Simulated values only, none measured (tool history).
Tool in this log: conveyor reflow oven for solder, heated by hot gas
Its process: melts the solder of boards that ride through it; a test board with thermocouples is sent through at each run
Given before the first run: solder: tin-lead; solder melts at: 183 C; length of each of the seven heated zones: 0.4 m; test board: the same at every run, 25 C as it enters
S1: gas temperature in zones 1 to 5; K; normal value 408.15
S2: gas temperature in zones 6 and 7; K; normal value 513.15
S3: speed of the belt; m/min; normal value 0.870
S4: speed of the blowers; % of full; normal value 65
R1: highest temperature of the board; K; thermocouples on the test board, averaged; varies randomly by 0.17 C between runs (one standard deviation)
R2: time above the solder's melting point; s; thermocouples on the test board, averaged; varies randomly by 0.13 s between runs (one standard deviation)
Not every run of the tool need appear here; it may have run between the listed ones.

run 1 hour=0.0 | S1=408.15 S2=513.15 S3=0.870 S4=65 | R1=499.25 R2=46.1
run 2 hour=18.7 | S1=408.15 S2=513.15 S3=0.870 S4=65 | R1=499.55 R2=45.7
run 3 hour=46.0 | S1=408.15 S2=513.15 S3=0.876 S4=65 | R1=498.65 R2=45.5
run 4 hour=62.7 | S1=408.15 S2=513.15 S3=0.876 S4=65 | R1=498.95 R2=45.5
run 5 hour=80.7 | S1=408.15 S2=513.15 S3=0.870 S4=65 | R1=499.35 R2=45.8
run 6 hour=97.4 | S1=408.15 S2=513.15 S3=0.870 S4=65 | R1=499.35 R2=45.9
run 7 hour=117.0 | S1=408.15 S2=513.15 S3=0.870 S4=65 | R1=499.05 R2=46.0
run 8 hour=149.7 | S1=408.15 S2=513.15 S3=0.870 S4=65 | R1=499.15 R2=45.8
run 9 hour=172.1 | S1=408.15 S2=513.15 S3=0.870 S4=65 | R1=499.45 R2=45.9
run 10 hour=191.6 | S1=408.15 S2=513.15 S3=0.870 S4=65 | R1=499.05 R2=45.9
run 11 hour=211.0 | S1=408.15 S2=513.15 S3=0.870 S4=65 | R1=499.25 R2=46.0
run 12 hour=243.3 | S1=408.15 S2=513.15 S3=0.870 S4=65 | R1=498.85 R2=46.1
run 13 hour=270.7 | S1=408.15 S2=513.15 S3=0.870 S4=65 | R1=499.45 R2=45.9
run 14 hour=289.4 | S1=421.15 S2=519.15 S3=0.957 S4=80 | R1=506.15 R2=47.3
run 15 hour=313.6 | S1=421.15 S2=519.15 S3=0.957 S4=80 | R1=506.55 R2=47.4
run 16 hour=335.6 | S1=403.15 S2=504.15 S3=0.957 S4=80 | R1=490.05 R2=36.5
run 17 hour=353.1 | S1=408.15 S2=518.15 S3=0.870 S4=65 | R1=503.85 R2=48.0
run 18 hour=384.4 | S1=411.15 S2=510.15 S3=0.870 S4=65 | R1=496.85 R2=46.0
run 19 hour=399.7 | S1=411.15 S2=510.15 S3=0.965 S4=70 | R1=494.65 R2=39.8
run 20 hour=422.7 | S1=396.15 S2=513.15 S3=0.867 S4=75 | R1=499.55 R2=43.9
run 21 hour=454.1 | S1=396.15 S2=513.15 S3=0.867 S4=75 | R1=499.25 R2=43.8

Predict the results of run 22:
-- hour=486.0 flux residue cleaned out of gas plates and filters
run 22 hour=486.8 | S1=396.15 S2=513.15 S3=0.867 S4=75 | R1=? R2=?

Run 22 measured R1 501.15 K, R2 44.9 s.
On a tool with no hidden condition, and with the same random variation, this run would have come out at R1 498.45 K, R2 42.8 s.
